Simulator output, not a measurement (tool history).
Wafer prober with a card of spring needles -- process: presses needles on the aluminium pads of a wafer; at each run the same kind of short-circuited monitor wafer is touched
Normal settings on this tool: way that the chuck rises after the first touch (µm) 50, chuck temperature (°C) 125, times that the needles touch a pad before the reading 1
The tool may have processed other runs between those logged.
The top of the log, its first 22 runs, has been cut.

run   hour  way that the chuck rises after the first touch (µm)  chuck temperature (°C)  times that the needles touch a pad before the reading  resistance of one needle with its contact and lead (mohm)  way that a needle slides on the pad (µm)
 23  391.3                                                   32                     125                                                      1                                                        471                                      7.02
     396.5  -- tips cleaned on abrasive film
 24  417.4                                                   50                      52                                                      1                                                        356                                     11.02
     419.8  -- tips cleaned on abrasive film
 25  442.3                                                   49                      81                                                      1                                                        365                                     10.82
     444.2  -- tips cleaned on abrasive film
 26  460.6                                                   49                      81                                                      1                                                        358                                     10.73
     467.8  -- tips cleaned on abrasive film
 27  472.8                                                   50                      30                                                      3                                                        268                                     10.99
       482  -- height of the first contact set anew
       493  -- tips cleaned on abrasive film
 28  497.5                                                   55                      32                                                      3                                                        262                                     12.24
       516  -- tips cleaned on abrasive film
 29  523.5                                                   50                      32                                                      3                                                        273                                     11.05
       539  -- tips cleaned on abrasive film
 30  539.7                                                   31                     125                                                      3                                                        297                                      6.85
 31  560.8                                                   31                     125                                                      3                                                        365                                      6.87
     562.1  -- tips cleaned on abrasive film
     584.9  -- tips cleaned on abrasive film
 32  584.9                                                   39                     116                                                      1                                                        293                                      8.61

What if the next run were any one of these 5? Each begins from the tool's condition after run 32:
     608.3  -- tips cleaned on abrasive film
  A  608.3                                                   50                     117                                                      1                                                          ?                                         ?
     608.3  -- tips cleaned on abrasive film
  B  608.3                                                   32                      28                                                      2                                                          ?                                         ?
     608.3  -- tips cleaned on abrasive film
  C  608.3                                                   65                      43                                                      1                                                          ?                                         ?
     608.3  -- tips cleaned on abrasive film
  D  608.3                                                   55                     116                                                      2                                                          ?                                         ?
     608.3  -- tips cleaned on abrasive film
  E  608.3                                                   50                     125                                                      2                                                          ?                                         ?

run  resistance of one needle with its contact and lead (mohm)  way that a needle slides on the pad (µm)
  A                                                        277                                     11.02
  B                                                        265                                      6.97
  C                                                        252                                     14.32
  D                                                        272                                     12.16
  E                                                        276                                     11.01
With no hidden state in the tool, these same runs would have given:
run  resistance of one needle with its contact and lead (mohm)  way that a needle slides on the pad (µm)
  A                                                        270                                     11.15
  B                                                        254                                      7.11
  C                                                        247                                     14.46
  D                                                        268                                     12.29
  E                                                        272                                     11.14

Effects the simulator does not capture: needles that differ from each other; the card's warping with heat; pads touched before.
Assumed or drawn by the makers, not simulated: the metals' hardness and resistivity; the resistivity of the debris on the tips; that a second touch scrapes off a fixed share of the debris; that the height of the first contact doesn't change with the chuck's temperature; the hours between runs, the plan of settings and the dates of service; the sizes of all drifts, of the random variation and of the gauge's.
